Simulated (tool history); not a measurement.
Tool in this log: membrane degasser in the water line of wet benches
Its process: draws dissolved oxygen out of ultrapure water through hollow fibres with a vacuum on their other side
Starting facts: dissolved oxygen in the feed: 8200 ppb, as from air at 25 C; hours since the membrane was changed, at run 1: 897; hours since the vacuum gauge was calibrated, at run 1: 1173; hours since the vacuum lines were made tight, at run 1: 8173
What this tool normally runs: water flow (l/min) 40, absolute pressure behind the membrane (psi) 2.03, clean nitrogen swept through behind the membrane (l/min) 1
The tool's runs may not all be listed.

run	hour	water flow (l/min)	absolute pressure behind the membrane (psi)	clean nitrogen swept through behind the membrane (l/min)	hours since the membrane was changed	hours since the vacuum gauge was calibrated	hours since the vacuum lines were made tight	dissolved oxygen in the water behind the degasser (ppb)	pressure that the water loses in the fibres (psi)
1	0	40	2.03	1	897	1173	8173	830.9	7.105
2	78.2	40	2.03	1	975	1251	8251	838.1	7.062
3	190.1	40	2.03	1	1087	1363	8363	842	7.046
4	330	40	2.03	1	1227	1503	8503	833.1	7.06
5	410.7	40	2.03	2.16	1308	1583	8584	475.4	7.06
6	537.4	40	2.03	2.16	1435	1710	8711	482.1	7.104
# hour 600.1: seals of the vacuum lines changed
7	620.8	40	2.03	1	1516	1791	21	844	7.059
8	693.1	40	2.03	1	1588	1864	93	842.7	7.001
9	758.2	40	2.03	1	1653	1929	158	840.2	7.03
10	878.2	40	2.03	1	1773	2049	278	845.6	7.132
11	984.3	40	2.03	1	1880	2155	384	840.7	7.089
12	1052.1	40	2.03	1	1947	2223	452	843	7.081
13	1182.3	46	2.03	1	2078	2353	582	946.1	8.132
14	1269.2	46	2.03	1	2164	2440	669	954	8.166
15	1345.2	40	2.03	1	2240	2516	745	839.7	7.142
16	1407.5	40	2.03	1	2303	2578	807	844.4	7.058
17	1512.3	40	2.03	1	2408	2683	912	844.1	7.143
18	1625.5	41	2.41	1	2521	2796	1025	1042.3	7.288
19	1703.3	30	2.03	1	2599	2874	1103	657.2	5.33
20	1798.3	30	2.03	1	2694	2969	1198	656.8	5.369
21	1895.4	30	2.03	1	2791	3066	1295	666.1	5.33
22	1968.4	26	1.93	1.62	2864	3139	1368	371.1	4.641
23	2060.2	26	1.93	1.62	2955	3231	1460	372.8	4.688
24	2158.9	26	1.93	1.62	3054	3329	1559	370.9	4.647
25	2266.8	26	1.93	1.62	3162	3437	1667	373.2	4.667
26	2403.8	26	1.93	1.62	3299	3574	1804	370.6	4.648
27	2504.6	26	1.93	1.62	3400	3675	1905	370.4	4.635
28	2589	51	2.03	0.71	3484	3760	1989	1280	9.126
29	2692.9	51	2.03	0.71	3588	3863	2093	1288.7	9.136
30	2769	61	1.64	2.36	3664	3940	2169	589.2	10.905
31	2880.3	32	1.35	2.42	3776	4051	2280	211	5.754
32	3025.5	40	2.03	1.49	3921	4196	2425	639.2	7.187
33	3150.8	40	2.03	1.49	4046	4321	2551	633.9	7.137

3 ways to go on from here, each from the tool as it stands after run 33. What would each give?
A	3268.4	40	2.02	1	4164	4439	2668	?	?
B	3268.4	59	2.03	1.49	4164	4439	2668	?	?
C	3268.4	48	2.03	1.23	4164	4439	2668	?	?

run	dissolved oxygen in the water behind the degasser (ppb)	pressure that the water loses in the fibres (psi)
A	848.7	7.219
B	927.3	10.649
C	858.4	8.604
Without the tool's unlogged condition, the same runs would have read:
run	dissolved oxygen in the water behind the degasser (ppb)	pressure that the water loses in the fibres (psi)
A	837	7.049
B	909.3	10.398
C	844.4	8.401
